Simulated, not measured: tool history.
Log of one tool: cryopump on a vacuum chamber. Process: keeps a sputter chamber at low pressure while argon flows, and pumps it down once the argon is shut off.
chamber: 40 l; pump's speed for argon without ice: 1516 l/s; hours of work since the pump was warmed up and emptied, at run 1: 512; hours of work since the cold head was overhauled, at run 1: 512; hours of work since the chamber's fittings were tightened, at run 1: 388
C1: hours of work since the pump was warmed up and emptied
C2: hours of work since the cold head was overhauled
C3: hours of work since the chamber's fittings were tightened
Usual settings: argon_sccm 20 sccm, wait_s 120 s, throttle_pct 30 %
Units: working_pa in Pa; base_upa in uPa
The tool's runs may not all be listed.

Run 1, hour 0: usual settings; C1 512; C2 512; C3 388. Result: working_pa 0.0799 Pa, base_upa 0.57 uPa.
Run 2, hour 11.9: usual settings; C1 521; C2 521; C3 397. Result: working_pa 0.0807 Pa, base_upa 0.57 uPa.
Run 3, hour 31.4: usual settings; C1 536; C2 536; C3 412. Result: working_pa 0.0809 Pa, base_upa 0.57 uPa.
Run 4, hour 47.8: usual settings; C1 549; C2 549; C3 425. Result: working_pa 0.0809 Pa, base_upa 0.55 uPa.
Run 5, hour 59.1: usual settings; C1 557; C2 557; C3 434. Result: working_pa 0.0792 Pa, base_upa 0.59 uPa.
Run 6, hour 82.6: usual settings but wait_s 118 s; C1 575; C2 575; C3 451. Result: working_pa 0.0802 Pa, base_upa 0.61 uPa.
Run 7, hour 92.4: usual settings but wait_s 118 s; C1 583; C2 583; C3 459. Result: working_pa 0.0805 Pa, base_upa 0.61 uPa.
Run 8, hour 103.8: usual settings but wait_s 46 s; C1 592; C2 592; C3 468. Result: working_pa 0.0819 Pa, base_upa 0.98 uPa.
Run 9, hour 121: usual settings but argon_sccm 24 sccm, wait_s 252 s, throttle_pct 25 %; C1 605; C2 605; C3 481. Result: working_pa 0.1157 Pa, base_upa 0.49 uPa.
Run 10, hour 131.9: usual settings but argon_sccm 21 sccm, wait_s 72 s, throttle_pct 58 %; C1 613; C2 613; C3 489. Result: working_pa 0.0483 Pa, base_upa 0.76 uPa.
Run 11, hour 151.7: usual settings but argon_sccm 10 sccm; C1 628; C2 628; C3 504. Result: working_pa 0.0413 Pa, base_upa 0.59 uPa.
Run 12, hour 165.6: usual settings; C1 639; C2 639; C3 515. Result: working_pa 0.0818 Pa, base_upa 0.59 uPa.
Run 13, hour 186.4: usual settings but argon_sccm 10 sccm, throttle_pct 55 %; C1 655; C2 655; C3 531. Result: working_pa 0.024 Pa, base_upa 0.62 uPa.

4 ways to go on from here, each from the tool as it stands after run 13. What would each give?
Run A, hour 197.8: usual settings but throttle_pct 18 %; C1 663; C2 663; C3 539. Result: working_pa ?, base_upa ?.
Run B, hour 197.8: usual settings but argon_sccm 36 sccm, wait_s 114 s, throttle_pct 29 %; C1 663; C2 663; C3 539. Result: working_pa ?, base_upa ?.
Run C, hour 197.8: usual settings but argon_sccm 15 sccm, wait_s 51 s, throttle_pct 58 %; C1 663; C2 663; C3 539. Result: working_pa ?, base_upa ?.
Run D, hour 197.8: usual settings but argon_sccm 33 sccm, throttle_pct 40 %; C1 663; C2 663; C3 539. Result: working_pa ?, base_upa ?.

run  working_pa  base_upa
  A      0.1322      0.62
  B       0.153      0.65
  C      0.0347      0.92
  D      0.1052      0.61
Without the tool's hidden state the same runs would have given:
run  working_pa  base_upa
  A      0.1243      0.41
  B      0.1387      0.44
  C      0.0288      0.71
  D       0.092       0.4
